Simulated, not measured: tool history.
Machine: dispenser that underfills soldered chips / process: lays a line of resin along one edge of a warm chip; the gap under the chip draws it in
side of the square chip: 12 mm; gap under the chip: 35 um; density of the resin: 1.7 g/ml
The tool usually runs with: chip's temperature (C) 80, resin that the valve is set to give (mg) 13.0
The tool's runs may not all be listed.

run,hour,chip's temperature (C),resin that the valve is set to give (mg),time until the resin shows at the far edge (s),resin that the valve gave (mg)
1,0.0,80,13.0,222.2,12.52
# hour 3.0: new syringe of resin
2,4.3,80,13.0,177.9,12.56
3,10.4,80,13.0,235.5,12.57
# hour 12.0: new syringe of resin
4,15.1,80,13.0,193.0,12.45
# hour 21.0: new syringe of resin
5,21.7,80,13.0,172.0,12.50
# hour 23.8: dispensing valve cleaned and set on the balance
6,26.0,80,13.0,205.8,13.05
# hour 30.8: new syringe of resin
7,32.3,80,13.0,174.1,13.04
8,36.6,80,13.0,216.8,12.97
# hour 39.7: new syringe of resin
9,43.0,80,13.0,195.0,13.01
10,47.6,80,13.0,245.8,12.94
# hour 48.6: new syringe of resin
11,51.6,80,13.0,191.3,12.94
12,54.6,80,13.0,229.1,12.87
# hour 57.8: new syringe of resin
13,60.9,80,13.0,191.8,12.89
# hour 66.9: new syringe of resin
14,67.4,80,13.0,167.1,12.91
15,72.8,80,16.0,219.8,15.82
# hour 75.7: new syringe of resin
16,77.8,80,13.0,182.9,12.86
17,83.7,80,13.0,239.9,12.72
# hour 84.4: new syringe of resin
18,90.7,80,11.5,227.2,11.27
# hour 93.5: new syringe of resin
19,94.8,80,11.5,177.6,11.29
20,101.6,80,11.5,251.8,11.26
# hour 102.5: new syringe of resin
21,104.6,80,11.5,188.8,11.18
22,110.3,85,13.2,210.4,12.92
# hour 111.4: new syringe of resin
23,115.2,90,12.2,144.4,11.89
# hour 120.4: new syringe of resin
24,120.9,89,13.5,128.0,13.20
25,127.5,88,13.1,182.7,12.74
# hour 129.2: new syringe of resin
26,133.3,83,12.0,186.1,11.67
# hour 138.2: new syringe of resin
27,139.8,85,13.2,147.5,12.78
28,144.6,79,11.2,240.2,10.84
# hour 147.1: new syringe of resin
29,149.3,75,13.1,213.5,12.66
30,153.1,76,13.3,254.9,12.82
# hour 156.3: new syringe of resin
31,158.7,82,13.0,170.5,12.51
# hour 160.3: dispensing valve cleaned and set on the balance
32,165.2,91,12.2,173.9,12.15
# hour 166.5: new syringe of resin
33,169.6,91,12.2,134.0,12.17
34,173.9,88,15.9,181.7,15.86

Had the tool no unlogged condition, and each run kept its random variation, what would the results have been?
Hidden state present: resin's viscosity, % of fresh resin's; dose that the valve gives, % of what is set; true chip temperature over the reading, C; drift of the gauge itself on fill_s, %; drift of the gauge itself on given_mg, %.
run,time until the resin shows at the far edge (s),resin that the valve gave (mg)
1,167.8,12.93
2,171.3,12.99
3,166.1,13.02
4,167.4,12.92
5,168.6,12.99
6,171.0,13.04
7,166.7,13.05
8,167.2,12.99
9,171.7,13.06
10,170.7,13.01
11,167.5,13.02
12,171.6,12.96
13,168.8,13.01
14,167.6,13.05
15,167.3,16.01
16,170.9,13.04
17,165.2,12.92
18,169.9,11.47
19,172.1,11.50
20,173.1,11.50
21,174.0,11.42
22,145.0,13.22
23,123.6,12.19
24,128.5,13.54
25,131.2,13.10
26,155.7,12.03
27,142.2,13.19
28,180.2,11.21
29,197.9,13.11
30,194.8,13.29
31,156.9,12.98
32,121.5,12.15
33,119.4,12.19
34,130.0,15.91

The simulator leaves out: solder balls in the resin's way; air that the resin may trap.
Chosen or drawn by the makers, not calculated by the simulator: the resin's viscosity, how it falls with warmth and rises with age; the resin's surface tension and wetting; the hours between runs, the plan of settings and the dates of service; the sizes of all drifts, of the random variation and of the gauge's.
